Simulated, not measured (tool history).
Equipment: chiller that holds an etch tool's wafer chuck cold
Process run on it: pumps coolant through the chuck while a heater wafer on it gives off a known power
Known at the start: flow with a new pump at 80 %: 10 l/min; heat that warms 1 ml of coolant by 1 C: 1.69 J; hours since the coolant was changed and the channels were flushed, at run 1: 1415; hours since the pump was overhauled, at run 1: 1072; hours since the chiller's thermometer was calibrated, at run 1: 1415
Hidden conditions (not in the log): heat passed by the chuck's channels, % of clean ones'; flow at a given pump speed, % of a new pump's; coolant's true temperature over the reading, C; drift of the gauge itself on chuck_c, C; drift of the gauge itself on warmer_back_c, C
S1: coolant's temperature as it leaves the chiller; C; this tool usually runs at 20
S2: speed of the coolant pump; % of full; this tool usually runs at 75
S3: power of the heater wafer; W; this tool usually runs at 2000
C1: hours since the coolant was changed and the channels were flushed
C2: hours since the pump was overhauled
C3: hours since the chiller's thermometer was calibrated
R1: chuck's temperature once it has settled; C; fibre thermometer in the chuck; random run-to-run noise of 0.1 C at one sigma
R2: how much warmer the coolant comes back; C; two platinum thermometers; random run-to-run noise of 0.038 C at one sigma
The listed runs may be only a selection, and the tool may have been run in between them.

Run 1, day 0: usual settings; C1 1415; C2 1072; C3 1415. Result: R1 36.6 C, R2 7.67 C.
Run 2, day 1.35: usual settings but S3 2171 W; C1 1448; C2 1105; C3 1448. Result: R1 38.3 C, R2 8.31 C.
Run 3, day 3.092: usual settings but S3 2171 W; C1 1490; C2 1147; C3 1490. Result: R1 38.3 C, R2 8.31 C.
Run 4, day 5.133: usual settings but S3 2171 W; C1 1539; C2 1196; C3 1539. Result: R1 38.3 C, R2 8.35 C.
Run 5, day 6.583: usual settings but S1 25 C, S3 2171 W; C1 1573; C2 1230; C3 1573. Result: R1 43.4 C, R2 8.33 C.
Run 6, day 8: usual settings but S3 2128 W; C1 1607; C2 1264; C3 1607. Result: R1 37.9 C, R2 8.16 C.
Run 7, day 9.925: usual settings but S3 2903 W; C1 1654; C2 1311; C3 1654. Result: R1 44.5 C, R2 11.17 C.
Run 8, day 11.842: usual settings but S3 2903 W; C1 1699; C2 1356; C3 1699. Result: R1 44.4 C, R2 11.15 C.
Run 9, day 14.021: usual settings but S3 2903 W; C1 1752; C2 1409; C3 1752. Result: R1 44.5 C, R2 11.21 C.
Run 10, day 15.729: usual settings but S3 2903 W; C1 1793; C2 1450; C3 1793. Result: R1 44.4 C, R2 11.26 C.
Run 11, day 16.833: usual settings; C1 1819; C2 1476; C3 1819. Result: R1 37 C, R2 7.75 C.
Run 12, day 19.012: usual settings; C1 1872; C2 1529; C3 1872. Result: R1 36.9 C, R2 7.77 C.
Run 13, day 20.496: usual settings but S2 88 % of full; C1 1907; C2 1564; C3 1907. Result: R1 34.6 C, R2 6.62 C.
Run 14, day 21.975: usual settings but S2 88 % of full; C1 1943; C2 1600; C3 1943. Result: R1 34.7 C, R2 6.61 C.
Run 15, day 24.558: usual settings; C1 2005; C2 1662; C3 2005. Result: R1 36.8 C, R2 7.79 C.
Run 16, day 25.742: usual settings; C1 2033; C2 1690; C3 2033. Result: R1 37 C, R2 7.73 C.
Run 17, day 28.25: usual settings; C1 2093; C2 1750; C3 2093. Result: R1 36.7 C, R2 7.79 C.
Run 18, day 29.367: usual settings but S1 13 C, S2 60 % of full, S3 1133 W; C1 2120; C2 1777; C3 2120. Result: R1 24.5 C, R2 5.76 C.
Run 19, day 31.046: usual settings but S1 26 C, S2 81 % of full; C1 2160; C2 1817; C3 2160. Result: R1 41.7 C, R2 7.21 C.
Run 20, day 33.433: usual settings but S2 62 % of full, S3 2493 W; C1 2218; C2 1875; C3 2218. Result: R1 44.6 C, R2 11.99 C.
Run 21, day 34.554: usual settings but S2 93 % of full, S3 2335 W; C1 2245; C2 1902; C3 2245. Result: R1 36.4 C, R2 7.28 C.
Run 22, day 37.208: usual settings but S2 93 % of full, S3 2335 W; C1 2308; C2 1965; C3 2308. Result: R1 36.4 C, R2 7.28 C.

Run 23, settings as shown, results not yet in. Your forecast:
Run 23, day 39.525: usual settings but S1 19 C, S2 81 % of full, S3 1617 W; C1 2364; C2 2021; C3 2364. Result: R1 ?, R2 ?.

Logged for run 23: R1 31.7 C, R2 5.87 C.
The same run, on a tool lacking any hidden state, would have yielded R1 31.7 C, R2 5.6 C.

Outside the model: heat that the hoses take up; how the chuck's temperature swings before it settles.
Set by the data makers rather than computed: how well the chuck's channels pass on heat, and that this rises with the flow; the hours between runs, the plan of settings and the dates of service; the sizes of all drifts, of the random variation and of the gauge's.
